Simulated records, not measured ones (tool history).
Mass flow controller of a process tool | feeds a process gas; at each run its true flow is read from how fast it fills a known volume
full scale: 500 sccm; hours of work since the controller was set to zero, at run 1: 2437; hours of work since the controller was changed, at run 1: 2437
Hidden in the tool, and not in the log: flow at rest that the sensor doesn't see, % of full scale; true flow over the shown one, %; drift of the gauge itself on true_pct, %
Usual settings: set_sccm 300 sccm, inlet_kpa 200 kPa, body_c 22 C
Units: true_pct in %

run      day  set_sccm  inlet_kpa  body_c  hours of work since the controller was set to zero  hours of work since the controller was changed  true_pct
  1    0.000       300        200      22                                                2437                                            2437     99.90
  2   15.112       155        200      22                                                2678                                            2678     99.66
  3   25.821       155        200      22                                                2850                                            2850     99.83
  4   33.662       475        200      22                                                2975                                            2975    100.94
  5   47.496       475        200      22                                                3196                                            3196    101.03
  6   56.512       475        200      22                                                3340                                            3340    101.19
  7   66.304       475        171      22                                                3497                                            3497    101.08
  8   81.346       300        200      21                                                3737                                            3737    100.42
  9   89.888        59        200      21                                                3873                                            3873    103.39
 10   99.979        59        270      21                                                4035                                            4035    103.86
 11  107.767       300        200      22                                                4159                                            4159    100.77
 12  122.700       300        200      22                                                4398                                            4398    100.72
 13  130.038       300        200      22                                                4515                                            4515    100.94
 14  142.350       300        200      22                                                4712                                            4712    100.89
 15  159.121       300        200      22                                                4980                                            4980    100.98
 16  169.529       300        200      22                                                5146                                            5146    101.19
     181.429  -- controller's zero set anew
 17  184.854       300        200      28                                                  55                                            5391    102.46
 18  194.729       300        200      28                                                 213                                            5549    102.42
 19  209.812       300        166      22                                                 454                                            5790    102.10
 20  224.917       300        166      22                                                 695                                            6031    102.25
     233.650  -- controller's zero set anew, once more
 21  237.342       300        200      36                                                  59                                            6229    100.73
 22  247.117       300        200      36                                                 215                                            6386    100.71
 23  255.692        77        200      22                                                 352                                            6523     98.99
 24  269.433       105        200      22                                                 572                                            6742     99.26
 25  285.421       275        278      38                                                 827                                            6998    101.19
 26  296.871       275        278      38                                                1010                                            7181    101.36
 27  310.812        61        267      34                                                1233                                            7404    101.19
 28  319.738        74        178      39                                                1376                                            7546    101.12
 29  332.262        74        178      39                                                1576                                            7746    101.46
 30  342.267        74        178      39                                                1736                                            7906    101.84
 31  355.850        74        178      39                                                1953                                            8123    102.00
 32  364.525        62        271      22                                                2092                                            8262    101.99
 33  379.179       360        271      23                                                2326                                            8496    101.66
 34  390.133       267        200      31                                                2501                                            8671    101.70
 35  402.350        89        200      22                                                2696                                            8867    101.76
 36  411.967       193        200      22                                                2850                                            9020    101.19
 37  422.704       384        192      38                                                3022                                            9192    102.72
 38  434.408       384        192      38                                                3209                                            9379    102.88
 39  442.088       384        192      38                                                3331                                            9502    102.90
 40  454.512       184        279      24                                                3530                                            9700    102.03
 41  468.975       300        186      22                                                3761                                            9931    101.98
 42  481.838       321        267      22                                                3967                                           10137    102.15
 43  488.792       300        250      22                                                4078                                           10248    102.07
 44  502.450       175        148      25                                                4296                                           10466    102.30
 45  517.412       175        148      25                                                4535                                           10706    102.39
 46  529.788       156        256      25                                                4733                                           10903    103.09
 47  543.650       156        256      25                                                4955                                           11125    103.19
 48  559.575       498        151      27                                                5209                                           11379    103.58

4 ways to go on from here, each from the tool as it stands after run 48. What would each give?
     567.504  -- controller's zero set anew
  A  571.471       174        151      24                                                  63                                           11569         ?
     567.504  -- controller's zero set anew
  B  571.471       498        255      31                                                  63                                           11569         ?
     567.504  -- controller's zero set anew
  C  571.471        74        205      24                                                  63                                           11569         ?
     567.504  -- controller's zero set anew
  D  571.471       285        173      21                                                  63                                           11569         ?

run  true_pct
  A    100.51
  B    103.20
  C    100.10
  D    101.10
Without the tool's hidden state the same runs would have given:
run  true_pct
  A     97.66
  B    100.44
  C     97.07
  D     98.31
